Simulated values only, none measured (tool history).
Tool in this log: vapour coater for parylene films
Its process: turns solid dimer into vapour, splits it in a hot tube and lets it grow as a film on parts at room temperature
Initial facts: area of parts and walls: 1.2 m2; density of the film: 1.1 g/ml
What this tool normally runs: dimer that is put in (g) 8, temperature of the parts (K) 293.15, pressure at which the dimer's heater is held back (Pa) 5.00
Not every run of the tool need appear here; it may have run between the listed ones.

| run | day | dimer that is put in (g) | temperature of the parts (K) | pressure at which the dimer's heater is held back (Pa) | thickness of the film (µm) |
|---|---|---|---|---|---|
| 1 | 0.000 | 8 | 293.15 | 5.00 | 3.50 |
| 2 | 0.562 | 8 | 293.15 | 5.00 | 3.47 |
| 3 | 1.425 | 5 | 293.15 | 5.00 | 2.18 |
|  | 1.754 | trap's valve overhauled |
| 4 | 2.442 | 8 | 293.15 | 5.00 | 3.80 |
| 5 | 3.042 | 8 | 293.15 | 5.00 | 3.76 |
| 6 | 3.621 | 8 | 293.15 | 5.00 | 3.67 |
| 7 | 4.021 | 8 | 293.15 | 2.50 | 4.15 |
| 8 | 4.871 | 8 | 293.15 | 2.50 | 4.11 |
| 9 | 5.750 | 8 | 288.15 | 5.00 | 4.24 |
| 10 | 6.175 | 12 | 289.15 | 6.31 | 5.98 |
| 11 | 6.754 | 10 | 298.15 | 4.46 | 4.21 |
| 12 | 7.467 | 8 | 293.15 | 2.16 | 4.12 |
| 13 | 7.842 | 13 | 293.15 | 2.63 | 6.76 |
| 14 | 8.704 | 6 | 293.15 | 4.74 | 2.80 |
| 15 | 9.183 | 6 | 293.15 | 4.74 | 2.79 |
| 16 | 9.592 | 5 | 293.15 | 2.13 | 2.61 |

4 options for the next run, each taken on its own from the tool as it stands now. Forecast them:
| A | 10.025 | 4 | 290.15 | 10.47 | ? |
| B | 10.025 | 8 | 294.15 | 5.00 | ? |
| C | 10.025 | 6 | 296.15 | 5.46 | ? |
| D | 10.025 | 8 | 293.15 | 10.46 | ? |

| run | thickness of the film (µm) |
|---|---|
| A | 1.79 |
| B | 3.61 |
| C | 2.54 |
| D | 3.35 |
Without the tool's hidden state the same runs would have given:
| run | thickness of the film (µm) |
|---|---|
| A | 1.83 |
| B | 3.70 |
| C | 2.60 |
| D | 3.43 |

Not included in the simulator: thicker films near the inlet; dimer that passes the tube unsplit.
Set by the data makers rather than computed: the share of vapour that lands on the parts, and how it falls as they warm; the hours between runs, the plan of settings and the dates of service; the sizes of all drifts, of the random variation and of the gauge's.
